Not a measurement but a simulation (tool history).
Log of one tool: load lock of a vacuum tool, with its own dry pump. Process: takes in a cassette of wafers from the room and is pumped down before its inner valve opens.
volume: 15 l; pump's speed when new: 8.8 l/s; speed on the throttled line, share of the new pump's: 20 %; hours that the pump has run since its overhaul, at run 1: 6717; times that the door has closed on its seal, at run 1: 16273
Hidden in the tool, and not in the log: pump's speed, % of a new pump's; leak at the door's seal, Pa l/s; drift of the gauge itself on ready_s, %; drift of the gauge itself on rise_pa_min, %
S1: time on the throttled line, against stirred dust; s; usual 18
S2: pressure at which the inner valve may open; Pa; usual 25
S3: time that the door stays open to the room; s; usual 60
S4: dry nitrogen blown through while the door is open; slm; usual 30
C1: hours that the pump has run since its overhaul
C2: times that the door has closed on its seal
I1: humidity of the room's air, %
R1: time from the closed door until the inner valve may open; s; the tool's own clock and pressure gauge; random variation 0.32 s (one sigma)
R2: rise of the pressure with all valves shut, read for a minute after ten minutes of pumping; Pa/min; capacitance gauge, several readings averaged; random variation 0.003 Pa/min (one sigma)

Run 1, hour 0.0: usual settings; C1 6717; C2 16273; I1 45.5. Result: R1 30.4 s, R2 0.071 Pa/min.
Run 2, hour 161.1: usual settings but S3 239 s; C1 6878; C2 17050; I1 47.4. Result: R1 29.9 s, R2 0.140 Pa/min.
Run 3, hour 363.0: usual settings but S3 81 s; C1 7080; C2 18024; I1 42.3. Result: R1 30.2 s, R2 0.078 Pa/min.
Run 4, hour 563.4: usual settings but S1 21 s; C1 7281; C2 18991; I1 42.9. Result: R1 32.6 s, R2 0.076 Pa/min.
Run 5, hour 814.3: usual settings but S1 21 s; C1 7532; C2 20201; I1 44.8. Result: R1 32.4 s, R2 0.077 Pa/min.
Run 6, hour 1162.5: usual settings but S1 21 s; C1 7880; C2 21881; I1 42.1. Result: R1 32.6 s, R2 0.084 Pa/min.
Run 7, hour 1352.3: usual settings but S1 21 s; C1 8070; C2 22797; I1 49.1. Result: R1 32.5 s, R2 0.090 Pa/min.
Run 8, hour 1605.8: usual settings; C1 8323; C2 24020; I1 43.4. Result: R1 30.3 s, R2 0.087 Pa/min.
Run 9, hour 1817.0: usual settings; C1 8534; C2 25039; I1 43.1. Result: R1 30.1 s, R2 0.093 Pa/min.
Run 10, hour 2100.1: usual settings; C1 8817; C2 26405; I1 48.4. Result: R1 30.3 s, R2 0.097 Pa/min.
Run 11, hour 2343.1: usual settings; C1 9060; C2 27577; I1 41.6. Result: R1 30.9 s, R2 0.098 Pa/min.
Run 12, hour 2680.7: usual settings but S4 19 slm; C1 9398; C2 29206; I1 46.9. Result: R1 31.1 s, R2 0.108 Pa/min.
At hour 2885.5: dry pump taken out, an overhauled one fitted.
Run 13, hour 2972.5: usual settings but S4 19 slm; C1 87; C2 30585; I1 42.9. Result: R1 28.7 s, R2 0.115 Pa/min.
Run 14, hour 3282.1: usual settings but S4 19 slm; C1 397; C2 32078; I1 41.3. Result: R1 28.5 s, R2 0.117 Pa/min.
Run 15, hour 3604.0: usual settings but S4 19 slm; C1 719; C2 33631; I1 43.6. Result: R1 28.8 s, R2 0.126 Pa/min.
Run 16, hour 3778.0: usual settings but S4 19 slm; C1 893; C2 34471; I1 47.0. Result: R1 28.3 s, R2 0.126 Pa/min.
Run 17, hour 4068.5: usual settings but S3 103 s; C1 1183; C2 35872; I1 44.1. Result: R1 28.9 s, R2 0.147 Pa/min.
Run 18, hour 4245.2: usual settings but S3 103 s; C1 1360; C2 36725; I1 44.0. Result: R1 28.3 s, R2 0.148 Pa/min.
Run 19, hour 4574.1: usual settings but S1 19 s; C1 1689; C2 38312; I1 42.6. Result: R1 29.3 s, R2 0.134 Pa/min.
Run 20, hour 4903.7: usual settings but S1 10 s, S4 15 slm; C1 2018; C2 39902; I1 45.8. Result: R1 22.7 s, R2 0.161 Pa/min.
Run 21, hour 5240.0: usual settings but S1 10 s, S2 22 Pa, S4 24 slm; C1 2355; C2 41524; I1 43.2. Result: R1 23.1 s, R2 0.156 Pa/min.
Run 22, hour 5553.2: usual settings but S1 10 s, S2 22 Pa, S4 24 slm; C1 2668; C2 43035; I1 47.1. Result: R1 23.0 s, R2 0.161 Pa/min.
Run 23, hour 5872.5: usual settings but S1 10 s, S2 22 Pa, S4 24 slm; C1 2987; C2 44576; I1 47.1. Result: R1 22.6 s, R2 0.168 Pa/min.
Run 24, hour 6027.0: usual settings but S1 10 s, S2 22 Pa; C1 3142; C2 45321; I1 44.9. Result: R1 23.1 s, R2 0.177 Pa/min.
Run 25, hour 6273.9: usual settings but S1 10 s, S2 22 Pa; C1 3388; C2 46512; I1 43.9. Result: R1 23.2 s, R2 0.171 Pa/min.
Run 26, hour 6534.0: usual settings but S1 10 s, S2 22 Pa; C1 3649; C2 47767; I1 46.2. Result: R1 23.1 s, R2 0.175 Pa/min.
Run 27, hour 6866.8: usual settings but S1 10 s, S2 22 Pa, S3 37 s; C1 3981; C2 49373; I1 47.4. Result: R1 23.0 s, R2 0.184 Pa/min.
Run 28, hour 7157.6: usual settings but S1 17 s, S2 22 Pa, S3 53 s; C1 4272; C2 50776; I1 43.8. Result: R1 28.7 s, R2 0.188 Pa/min.
Run 29, hour 7313.5: usual settings but S1 20 s, S2 37 Pa; C1 4428; C2 51528; I1 47.8. Result: R1 30.1 s, R2 0.201 Pa/min.
Run 30, hour 7598.1: usual settings but S1 20 s, S2 37 Pa; C1 4713; C2 52901; I1 43.0. Result: R1 30.3 s, R2 0.201 Pa/min.
Run 31, hour 7761.0: usual settings but S1 20 s, S2 37 Pa, S4 36 slm; C1 4875; C2 53687; I1 44.0. Result: R1 30.1 s, R2 0.203 Pa/min.

Forecast run 32:
Run 32, hour 8052.8: usual settings but S3 35 s, S4 6 slm; C1 5167; C2 55095; I1 43.0. Result: R1 ?, R2 ?.

{"run 32": {"R1": 28.8, "R2": 0.215}}
Without the tool's hidden state the same run would have given R1 27.9 s, R2 0.040 Pa/min.
